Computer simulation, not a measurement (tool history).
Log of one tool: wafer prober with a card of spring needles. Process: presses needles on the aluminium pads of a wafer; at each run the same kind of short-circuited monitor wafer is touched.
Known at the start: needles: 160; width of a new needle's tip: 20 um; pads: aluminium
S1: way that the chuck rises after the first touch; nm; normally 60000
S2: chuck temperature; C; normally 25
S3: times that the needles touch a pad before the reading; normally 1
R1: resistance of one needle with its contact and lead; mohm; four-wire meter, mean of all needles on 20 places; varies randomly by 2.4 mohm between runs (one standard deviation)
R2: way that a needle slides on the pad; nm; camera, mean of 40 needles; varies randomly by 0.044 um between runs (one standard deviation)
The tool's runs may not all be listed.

run,hour,S1,S2,S3,R1,R2
1,0,60000,25,1,318,12470
# hour 3.6: tips cleaned on abrasive film
# hour 23.2: tips cleaned on abrasive film
2,25.5,60000,25,1,292,12470
# hour 42.6: tips cleaned on abrasive film
3,57.1,60000,25,1,326,12310
# hour 61.4: tips cleaned on abrasive film
# hour 80.5: tips cleaned on abrasive film
4,87.3,60000,25,1,301,12350
# hour 100: tips cleaned on abrasive film
# hour 120.1: tips cleaned on abrasive film
5,120.1,60000,25,1,277,12290
6,136.2,60000,25,1,321,12310
# hour 139.3: tips cleaned on abrasive film
# hour 139.6: height of the first contact set anew
7,154.3,60000,25,1,328,12230
# hour 159.4: tips cleaned on abrasive film
8,170.9,60000,25,1,311,12120
# hour 179.7: tips cleaned on abrasive film
9,189.6,60000,25,1,315,12130
# hour 199.3: tips cleaned on abrasive film
# hour 218.6: height of the first contact set anew, once more
# hour 218.7: tips cleaned on abrasive film
10,220.1,60000,25,1,286,12470
# hour 238.2: tips cleaned on abrasive film
11,240.1,44000,37,2,297,9090
# hour 258: tips cleaned on abrasive film
12,265.8,41000,119,2,347,8530
# hour 277: tips cleaned on abrasive film
13,285.6,73000,43,2,289,15070
# hour 297.1: tips cleaned on abrasive film
14,304,60000,27,1,307,12440
# hour 318.5: tips cleaned on abrasive film
15,325.8,71000,111,3,306,14730
# hour 337.9: tips cleaned on abrasive film
16,354.3,71000,50,2,304,14620
# hour 357.4: tips cleaned on abrasive film
# hour 377.2: tips cleaned on abrasive film
17,385.3,79000,25,1,292,16220
# hour 398.7: tips cleaned on abrasive film
# hour 419: tips cleaned on abrasive film
18,419.8,60000,92,1,303,12270
# hour 439.6: tips cleaned on abrasive film
19,449,60000,92,1,326,12290
# hour 458.8: tips cleaned on abrasive film
20,470.1,60000,92,1,335,12300

For some of the steps in R1 from one run to the next: how much would appear even if the tool had no hidden state, given the settings, what came in and random variation, and how much remains for the hidden state plus any gauge scatter that the measured result and the result without hidden state don't share?
Hidden state present: debris on the tips, nm; way that the needles fall short of the set height, um; tips' diameter, um; drift of the gauge itself on contact_mohm, %; drift of the gauge itself on scrub_um, %.
Run 2 -> 3: tips cleaned on abrasive film. R1 +34 mohm: hidden state +35, all else -1.
Run 5 -> 6: no setting changed, nothing entered. R1 +44 mohm: hidden state +43, all else +1.
Run 11 -> 12: S1 44000 -> 41000, S2 37 -> 119, tips cleaned on abrasive film. R1 +50 mohm: hidden state +24, all else +26.
Run 12 -> 13: S1 41000 -> 73000, S2 119 -> 43, tips cleaned on abrasive film. R1 -58 mohm: hidden state -21, all else -37.
